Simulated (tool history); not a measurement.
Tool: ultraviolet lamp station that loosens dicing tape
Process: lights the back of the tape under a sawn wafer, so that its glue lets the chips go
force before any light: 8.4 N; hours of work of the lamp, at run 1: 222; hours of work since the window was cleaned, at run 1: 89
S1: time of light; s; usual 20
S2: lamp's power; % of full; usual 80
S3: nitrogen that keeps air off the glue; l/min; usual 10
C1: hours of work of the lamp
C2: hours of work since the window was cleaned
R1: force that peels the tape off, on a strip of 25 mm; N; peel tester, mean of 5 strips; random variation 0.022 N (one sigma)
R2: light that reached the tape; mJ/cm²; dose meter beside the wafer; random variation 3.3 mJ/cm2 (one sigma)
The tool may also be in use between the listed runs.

run,day,S1,S2,S3,C1,C2,R1,R2
1,0,20,80,10,222,89,1.355,464
2,1.083,20,80,10,240,107,1.309,464
3,3.525,20,80,10,281,148,1.391,449
4,5.604,20,80,10,315,182,1.471,435
5,6.975,20,80,10,338,205,1.529,433
6,9.308,20,80,10,377,244,1.574,416
7,10.912,20,80,10,403,271,1.584,409
8,13.05,20,80,10,439,306,1.67,407
9,14.842,20,80,10,469,336,1.723,396
# day 15.421: window cleaned of glue's vapour
10,16.879,20,80,10,502,24,1.418,438
11,18.383,20,80,10,527,49,1.468,437
12,19.654,20,80,10,549,70,1.498,437
13,21.25,20,79,10,575,97,1.524,415
14,22.967,10,80,10,604,126,3.513,210
15,24.912,20,80,10,636,158,1.625,410
16,26.262,20,80,10,659,180,1.69,402
17,27.638,20,80,10,681,203,1.726,394
18,29.371,20,80,10,710,232,1.765,389
19,30.642,20,80,10,731,253,1.791,379
20,31.904,20,80,7,752,274,2.289,378
21,34.292,20,80,7,792,314,2.39,360
22,35.817,20,80,7,818,339,2.329,354
# day 36.354: window cleaned of glue's vapour
23,37.925,20,80,7,852,26,1.946,399
24,39.342,20,80,7,876,50,2.02,394
25,41.383,19,80,7,910,84,2.297,371
26,42.525,19,80,7,929,103,2.314,362
27,44.475,11,80,10,961,135,3.614,205
28,45.838,11,80,10,984,158,3.632,203
29,47.783,20,80,19,1016,190,1.438,360
30,49.679,36,86,9,1048,222,0.709,682
31,51.062,36,97,9,1071,245,0.58,746
32,53.417,37,81,5,1110,284,1.295,629
33,54.521,37,62,17,1128,302,0.924,467
34,56.533,37,62,17,1162,336,0.933,458
# day 57.233: window cleaned of glue's vapour
35,57.788,37,65,4,1182,9,1.882,539
36,60.125,37,62,13,1221,48,0.94,503
37,61.975,37,62,13,1252,79,1.023,497
# day 63.271: lamp changed
38,63.838,37,71,4,9,109,0.943,811
39,65.458,40,69,5,36,136,0.746,851
40,67.667,20,93,9,73,173,1.046,561
41,69.733,20,93,15,108,207,0.758,537
42,71.942,18,93,15,144,244,0.987,474

Forecast each of these 5 alternatives for the next run:
A,73.004,23,93,15,162,262,?,?
B,73.004,20,81,15,162,262,?,?
C,73.004,18,82,4,162,262,?,?
D,73.004,15,82,6,162,262,?,?
E,73.004,24,93,7,162,262,?,?

run,R1,R2
A,0.623,593
B,1.073,458
C,2.543,411
D,2.593,343
E,0.993,625
Without the tool's hidden state the same runs would have given:
run,R1,R2
A,0.466,689
B,0.81,531
C,2.125,478
D,2.17,399
E,0.746,726

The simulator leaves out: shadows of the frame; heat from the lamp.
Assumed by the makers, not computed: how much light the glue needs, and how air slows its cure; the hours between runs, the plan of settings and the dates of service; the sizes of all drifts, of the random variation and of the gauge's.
